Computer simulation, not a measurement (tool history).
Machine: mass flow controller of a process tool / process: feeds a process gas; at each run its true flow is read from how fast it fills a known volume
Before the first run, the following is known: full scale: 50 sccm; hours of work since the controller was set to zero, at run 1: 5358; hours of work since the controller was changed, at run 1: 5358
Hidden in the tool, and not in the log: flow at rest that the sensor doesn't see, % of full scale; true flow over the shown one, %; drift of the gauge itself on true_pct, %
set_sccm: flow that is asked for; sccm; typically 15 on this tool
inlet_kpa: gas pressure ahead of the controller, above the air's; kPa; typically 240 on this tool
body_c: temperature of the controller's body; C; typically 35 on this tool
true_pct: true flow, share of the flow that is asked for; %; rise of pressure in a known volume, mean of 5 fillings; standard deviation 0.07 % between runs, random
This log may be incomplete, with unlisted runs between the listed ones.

run    hour  set_sccm  inlet_kpa  body_c  hours of work since the controller was set to zero  hours of work since the controller was changed  true_pct
  1     0.0        15        240      35                                                5358                                            5358     93.98
  2   289.6        15        240      35                                                5482                                            5482     93.91
  3   687.4        15        240      35                                                5651                                            5651     93.86
  4  1151.3        15        240      35                                                5849                                            5849     93.73
  5  1544.9        15        240      20                                                6017                                            6017     95.30
  6  1955.5        32        240      35                                                6192                                            6192     95.59
  7  2186.7        32        240      35                                                6290                                            6290     95.53
  8  2396.8        32        240      35                                                6380                                            6380     95.52
  9  2598.8        41        150      27                                                6466                                            6466     97.20
 10  2909.9        25        236      31                                                6599                                            6599     95.14
 11  3310.2        39        155      31                                                6769                                            6769     96.49
 12  3581.9        16        266      36                                                6885                                            6885     93.11
 13  3978.9        16        266      36                                                7054                                            7054     93.08
 14  4257.2        14        256      31                                                7173                                            7173     93.18
 15  4460.0        14        256      31                                                7259                                            7259     92.93
 16  4788.1        19        147      26                                                7399                                            7399     94.84

3 ways to go on from here, each from the tool as it stands after run 16. What would each give?
  A  5046.3        35        198      31                                                7509                                            7509         ?
  B  5046.3        16        240      35                                                7509                                            7509         ?
  C  5046.3        29        147      26                                                7509                                            7509         ?

run  true_pct
  A     95.84
  B     92.97
  C     96.10
What these runs would have given with no unlogged condition in the tool:
run  true_pct
  A     98.64
  B     97.20
  C     99.15

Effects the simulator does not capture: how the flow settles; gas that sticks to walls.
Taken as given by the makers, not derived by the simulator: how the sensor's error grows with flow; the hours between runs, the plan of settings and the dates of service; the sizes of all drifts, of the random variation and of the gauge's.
